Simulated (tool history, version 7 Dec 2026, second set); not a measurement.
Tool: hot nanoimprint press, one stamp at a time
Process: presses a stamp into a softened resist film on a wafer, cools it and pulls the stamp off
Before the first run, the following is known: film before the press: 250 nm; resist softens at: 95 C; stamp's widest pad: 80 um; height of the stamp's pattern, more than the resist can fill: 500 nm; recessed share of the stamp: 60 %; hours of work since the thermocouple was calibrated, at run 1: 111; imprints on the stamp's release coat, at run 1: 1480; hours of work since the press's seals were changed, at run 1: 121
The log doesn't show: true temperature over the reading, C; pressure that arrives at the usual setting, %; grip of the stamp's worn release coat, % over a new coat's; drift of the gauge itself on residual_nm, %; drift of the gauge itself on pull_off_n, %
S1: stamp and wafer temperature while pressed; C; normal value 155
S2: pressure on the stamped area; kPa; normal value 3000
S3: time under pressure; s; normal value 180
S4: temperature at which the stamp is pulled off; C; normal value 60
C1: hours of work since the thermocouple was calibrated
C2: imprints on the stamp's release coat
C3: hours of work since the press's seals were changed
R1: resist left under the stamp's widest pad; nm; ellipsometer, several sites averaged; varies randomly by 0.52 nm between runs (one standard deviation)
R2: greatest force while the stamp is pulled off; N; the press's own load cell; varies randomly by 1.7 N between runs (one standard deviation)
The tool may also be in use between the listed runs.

| run | day | S1 | S2 | S3 | S4 | C1 | C2 | C3 | R1 | R2 |
|---|---|---|---|---|---|---|---|---|---|---|
| 1 | 0 | 155 | 3000 | 180 | 60 | 111 | 1480 | 121 | 113.8 | 141 |
| 2 | 0.288 | 155 | 3000 | 180 | 60 | 116 | 1494 | 125 | 114.5 | 138 |
|  | 0.762 | stamp cleaned and given a new release coat |
| 3 | 0.804 | 155 | 3000 | 94 | 60 | 120 | 1 | 129 | 143.7 | 117 |
| 4 | 1.25 | 155 | 3000 | 180 | 51 | 127 | 22 | 136 | 114.2 | 136 |
| 5 | 1.671 | 155 | 3000 | 180 | 51 | 133 | 42 | 142 | 114.3 | 137 |
| 6 | 1.95 | 155 | 3000 | 180 | 51 | 137 | 56 | 147 | 114.2 | 137 |
| 7 | 2.521 | 148 | 3000 | 180 | 60 | 146 | 82 | 156 | 143.9 | 120 |
| 8 | 2.817 | 161 | 3000 | 180 | 60 | 151 | 96 | 160 | 93.7 | 122 |
| 9 | 3.075 | 155 | 3000 | 180 | 63 | 155 | 109 | 164 | 114.4 | 113 |
| 10 | 3.408 | 155 | 3000 | 180 | 63 | 160 | 124 | 169 | 114.5 | 114 |
| 11 | 3.879 | 155 | 3000 | 180 | 63 | 167 | 146 | 176 | 114.1 | 112 |
| 12 | 4.312 | 155 | 3000 | 180 | 60 | 174 | 167 | 183 | 113.8 | 121 |
| 13 | 4.658 | 155 | 3000 | 180 | 60 | 179 | 183 | 188 | 113.4 | 122 |
| 14 | 5.258 | 155 | 2190 | 180 | 60 | 188 | 211 | 198 | 128.8 | 121 |
| 15 | 5.658 | 155 | 2190 | 180 | 60 | 194 | 230 | 204 | 129.2 | 121 |
| 16 | 6.212 | 155 | 2190 | 180 | 60 | 203 | 256 | 212 | 128 | 121 |
| 17 | 6.738 | 158 | 2190 | 180 | 60 | 211 | 281 | 220 | 116.6 | 119 |
| 18 | 7.296 | 158 | 2190 | 180 | 60 | 219 | 307 | 229 | 115.8 | 122 |
| 19 | 7.812 | 144 | 3390 | 108 | 63 | 227 | 332 | 237 | 178.6 | 114 |
| 20 | 8.412 | 155 | 4460 | 180 | 56 | 236 | 360 | 246 | 95 | 130 |
| 21 | 8.954 | 155 | 2240 | 180 | 50 | 245 | 385 | 254 | 126.7 | 145 |
| 22 | 9.238 | 155 | 2240 | 180 | 50 | 249 | 399 | 259 | 125.6 | 147 |
| 23 | 9.688 | 155 | 3000 | 180 | 60 | 256 | 420 | 265 | 112.6 | 122 |
| 24 | 10.238 | 155 | 1840 | 134 | 48 | 264 | 446 | 274 | 150.7 | 150 |
| 25 | 10.596 | 155 | 1840 | 134 | 48 | 270 | 463 | 279 | 150 | 152 |
| 26 | 11.071 | 155 | 1840 | 134 | 48 | 277 | 485 | 287 | 149.3 | 153 |
| 27 | 11.571 | 155 | 3510 | 180 | 59 | 285 | 509 | 294 | 105.5 | 127 |
| 28 | 11.912 | 155 | 3000 | 244 | 53 | 290 | 525 | 300 | 99.5 | 141 |
| 29 | 12.508 | 155 | 3000 | 300 | 53 | 299 | 553 | 309 | 90.7 | 138 |
| 30 | 13.05 | 155 | 3490 | 119 | 53 | 308 | 578 | 317 | 122.9 | 140 |

What if the next run were any one of these 3? Each begins from the tool's condition after run 30:
| A | 13.588 | 155 | 3030 | 330 | 68 | 316 | 604 | 325 | ? | ? |
| B | 13.588 | 155 | 2410 | 92 | 67 | 316 | 604 | 325 | ? | ? |
| C | 13.588 | 155 | 2550 | 188 | 60 | 316 | 604 | 325 | ? | ? |

| run | R1 | R2 |
|---|---|---|
| A | 86.8 | 106 |
| B | 152.5 | 110 |
| C | 116.7 | 128 |
The same runs, with their run-to-run variation unchanged, on a tool lacking any hidden condition would have given:
| run | R1 | R2 |
|---|---|---|
| A | 90.8 | 101 |
| B | 157.9 | 106 |
| C | 121.8 | 122 |
